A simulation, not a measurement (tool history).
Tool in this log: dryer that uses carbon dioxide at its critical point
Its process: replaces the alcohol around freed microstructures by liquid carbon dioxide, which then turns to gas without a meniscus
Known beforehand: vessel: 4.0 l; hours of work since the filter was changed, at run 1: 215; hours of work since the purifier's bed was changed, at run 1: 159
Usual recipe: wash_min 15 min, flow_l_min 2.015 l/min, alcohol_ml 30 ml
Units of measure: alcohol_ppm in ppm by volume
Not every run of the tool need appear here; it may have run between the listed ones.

| run | hour | wash_min | flow_l_min | alcohol_ml | hours of work since the filter was changed | hours of work since the purifier's bed was changed | alcohol_ppm |
|---|---|---|---|---|---|---|---|
| 1 | 0.0 | 15 | 2.015 | 30 | 215 | 159 | 58 |
| 2 | 14.4 | 15 | 2.015 | 30 | 221 | 166 | 55 |
| 3 | 36.4 | 15 | 2.015 | 30 | 232 | 176 | 54 |
| 4 | 48.2 | 15 | 2.015 | 30 | 237 | 182 | 59 |
| 5 | 76.4 | 15 | 2.680 | 30 | 251 | 195 | 56 |
| 6 | 97.6 | 15 | 2.680 | 30 | 261 | 205 | 62 |
|  | 104.9 | inlet filter changed |
| 7 | 120.7 | 17 | 2.015 | 108 | 7 | 216 | 58 |
| 8 | 145.9 | 17 | 2.015 | 108 | 19 | 228 | 72 |
| 9 | 171.1 | 17 | 2.015 | 108 | 31 | 239 | 79 |
| 10 | 183.2 | 15 | 2.690 | 30 | 37 | 245 | 70 |
| 11 | 210.2 | 15 | 3.270 | 31 | 50 | 258 | 62 |
| 12 | 237.7 | 21 | 3.270 | 114 | 63 | 271 | 71 |

What if the next run were any one of these 4? Each begins from the tool's condition after run 12:
| A | 259.4 | 22 | 1.880 | 40 | 73 | 281 | ? |
| B | 259.4 | 18 | 1.260 | 39 | 73 | 281 | ? |
| C | 259.4 | 15 | 2.490 | 66 | 73 | 281 | ? |
| D | 259.4 | 15 | 2.015 | 26 | 73 | 281 | ? |

| run | alcohol_ppm |
|---|---|
| A | 77 |
| B | 120 |
| C | 79 |
| D | 83 |
Take away the tool's hidden state, keep each run's random variation, and the runs would have read:
| run | alcohol_ppm |
|---|---|
| A | 9 |
| B | 43 |
| C | 10 |
| D | 14 |
